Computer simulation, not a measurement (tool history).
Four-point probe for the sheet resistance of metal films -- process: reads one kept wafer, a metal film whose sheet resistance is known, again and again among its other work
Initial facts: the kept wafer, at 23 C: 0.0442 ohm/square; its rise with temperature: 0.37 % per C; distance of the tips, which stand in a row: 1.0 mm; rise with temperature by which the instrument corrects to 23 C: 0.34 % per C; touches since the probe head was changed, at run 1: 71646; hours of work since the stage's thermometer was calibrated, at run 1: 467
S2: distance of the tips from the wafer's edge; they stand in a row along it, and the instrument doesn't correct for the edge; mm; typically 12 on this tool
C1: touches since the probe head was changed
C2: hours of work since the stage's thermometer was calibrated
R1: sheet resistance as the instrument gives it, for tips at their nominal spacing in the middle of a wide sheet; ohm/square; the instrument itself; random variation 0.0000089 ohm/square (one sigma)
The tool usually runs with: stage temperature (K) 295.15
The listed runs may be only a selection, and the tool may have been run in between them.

run 1 hour=0.0 | stage_temperature_(K)=295.15 S2=12 | C1=71646 C2=467 | R1=0.043756
run 2 hour=16.6 | stage_temperature_(K)=295.15 S2=12 | C1=72226 C2=475 | R1=0.043769
run 3 hour=36.0 | stage_temperature_(K)=295.15 S2=6 | C1=72906 C2=485 | R1=0.044233
run 4 hour=60.9 | stage_temperature_(K)=295.15 S2=66 | C1=73777 C2=497 | R1=0.043577
run 5 hour=71.9 | stage_temperature_(K)=295.15 S2=12 | C1=74162 C2=503 | R1=0.043740
run 6 hour=88.4 | stage_temperature_(K)=295.15 S2=12 | C1=74738 C2=511 | R1=0.043744
-- hour=104.1 new probe head fitted
run 7 hour=106.0 | stage_temperature_(K)=305.15 S2=12 | C1=65 C2=519 | R1=0.044524
run 8 hour=132.3 | stage_temperature_(K)=305.15 S2=7 | C1=988 C2=532 | R1=0.044828
run 9 hour=151.8 | stage_temperature_(K)=305.15 S2=7 | C1=1668 C2=542 | R1=0.044825
run 10 hour=166.1 | stage_temperature_(K)=305.15 S2=7 | C1=2170 C2=549 | R1=0.044825
run 11 hour=183.6 | stage_temperature_(K)=305.15 S2=7 | C1=2780 C2=558 | R1=0.044818
run 12 hour=204.9 | stage_temperature_(K)=295.15 S2=12 | C1=3524 C2=568 | R1=0.044370
run 13 hour=217.4 | stage_temperature_(K)=292.15 S2=15 | C1=3961 C2=575 | R1=0.044256
run 14 hour=243.2 | stage_temperature_(K)=302.15 S2=3 | C1=4866 C2=587 | R1=0.046765
run 15 hour=268.4 | stage_temperature_(K)=302.15 S2=3 | C1=5746 C2=600 | R1=0.046777
run 16 hour=280.9 | stage_temperature_(K)=291.15 S2=5 | C1=6183 C2=606 | R1=0.045059
run 17 hour=304.6 | stage_temperature_(K)=296.15 S2=32 | C1=7012 C2=618 | R1=0.044218
run 18 hour=326.6 | stage_temperature_(K)=306.15 S2=9 | C1=7783 C2=629 | R1=0.044603
run 19 hour=353.2 | stage_temperature_(K)=291.15 S2=12 | C1=8711 C2=642 | R1=0.044260
run 20 hour=378.7 | stage_temperature_(K)=292.15 S2=19 | C1=9605 C2=655 | R1=0.044186
run 21 hour=391.6 | stage_temperature_(K)=292.15 S2=19 | C1=10055 C2=661 | R1=0.044177
run 22 hour=407.9 | stage_temperature_(K)=299.15 S2=28 | C1=10625 C2=669 | R1=0.044232
run 23 hour=426.8 | stage_temperature_(K)=299.15 S2=28 | C1=11287 C2=679 | R1=0.044219
run 24 hour=440.0 | stage_temperature_(K)=292.15 S2=12 | C1=11750 C2=685 | R1=0.044274

Some steps in R1, run to run, broken into two amounts with sign: the step expected even without the hidden condition (settings, incoming material, random variation), and the rest, left for the hidden condition together with whatever gauge scatter is not in both the measured and the hidden-condition-free result:
Hidden state present: inner tips' distance over the nominal, %; tips' flats over new ones', %; wafer's true temperature over the reading, C; drift of the gauge itself on sheet_ohm, %.
Run 2 -> 3: S2 12 -> 6. R1 +0.000464 ohm/square: hidden state -0.000012, all else +0.000476.
Run 6 -> 7: stage temperature (K) 295.15 -> 305.15, new probe head fitted. R1 +0.000780 ohm/square: hidden state +0.000651, all else +0.000129.
Run 13 -> 14: stage temperature (K) 292.15 -> 302.15, S2 15 -> 3. R1 +0.002509 ohm/square: hidden state -0.000009, all else +0.002518.
Run 15 -> 16: stage temperature (K) 302.15 -> 291.15, S2 3 -> 5. R1 -0.001718 ohm/square: hidden state -0.000001, all else -0.001717.
